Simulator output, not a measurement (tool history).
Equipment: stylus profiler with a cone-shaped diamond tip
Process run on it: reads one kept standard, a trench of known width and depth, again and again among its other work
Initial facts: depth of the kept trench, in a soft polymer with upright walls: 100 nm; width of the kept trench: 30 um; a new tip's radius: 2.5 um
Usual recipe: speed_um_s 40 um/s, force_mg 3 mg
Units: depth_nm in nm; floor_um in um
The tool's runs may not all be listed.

run     day  speed_um_s  force_mg  depth_nm  floor_um
  1       0          40         3    101.69     28.53
  2   0.717          40         3    101.57     28.53
  3   1.662          40         3    101.74     28.52
  4   2.096          40      7.94    103.11     28.51
  5   2.521          40         3    101.63      28.5
  6   3.346          40         3    101.71     28.52
  7   3.829          40         3    101.67     28.48
  8   4.612          40         3    101.68      28.5
  9     5.4          31         3    101.68     28.52
 10   6.179          31         3    101.67     28.43
 11   7.008          31         3    101.55     28.46
 12   7.762          40         3    101.73     28.53
 13   8.804          40         3    101.74     28.47
 14   9.617          40         3    101.62     28.53
 15  10.208          40         3     101.7     28.53
 16  10.846          40         3    101.52     28.48
 17  11.892          40         3    101.67     28.45
 18  12.704          40         3    101.65      28.5
 19  13.188          40         3    101.72      28.5
 20  14.158          40      3.05    101.59     28.51
 21  15.121          40      3.05    101.65     28.51
 22  16.029          40      3.05    101.64     28.49
 23  16.512          40      3.05    101.56     28.48
 24    17.5          40      3.05    101.62     28.44
 25      18          40      3.05     101.6     28.49
 26  18.517          54      4.32    102.03     28.45
 27  19.258          33      2.11     101.1      28.5
 28  20.125          12      3.61    101.85     28.52
 29  20.621          11      6.23     102.7     28.62
 30  21.383         134      3.02    101.67     28.28
 31  22.225          25         3    101.64     28.54
 32  22.888          14      2.14    101.45     28.59
 33  23.921          10         3    101.67     28.54
 34  24.488          19      3.68    101.74     28.53
 35  25.142          37      2.31    101.34     28.47
 36  25.688          37      2.31    101.41      28.5
 37  26.688         141      4.13    102.06     28.31
 38  27.275          40      1.39    100.98     28.44
 39  28.308          36      1.28    100.85     28.44
 40  29.217          41      2.07    101.21     28.47
 41  29.988          11      4.58    102.21     28.55
 42  30.642          69         3     101.7      28.4
 43  31.188          69         3    101.54     28.42
 44  32.133          40       8.7    103.39     28.53
 45  33.012          78      3.65     101.8     28.38
 46  33.988          78      3.65    101.94     28.45

Here are 5 independent what-if runs from the current tool condition. What would each one return?
  A  34.817          91      1.81         ?         ?
  B  34.817          11      5.96         ?         ?
  C  34.817          12      4.99         ?         ?
  D  34.817          14      3.67         ?         ?
  E  34.817          67      1.85         ?         ?

run  depth_nm  floor_um
  A    101.08     28.28
  B    102.54     28.63
  C    102.31     28.52
  D     101.8     28.52
  E    101.17     28.33
The same runs, with their run-to-run variation unchanged, on a tool lacking any hidden condition would have given:
run  depth_nm  floor_um
  A    101.09     28.29
  B    102.55     28.64
  C    102.33     28.53
  D    101.82     28.53
  E    101.19     28.34
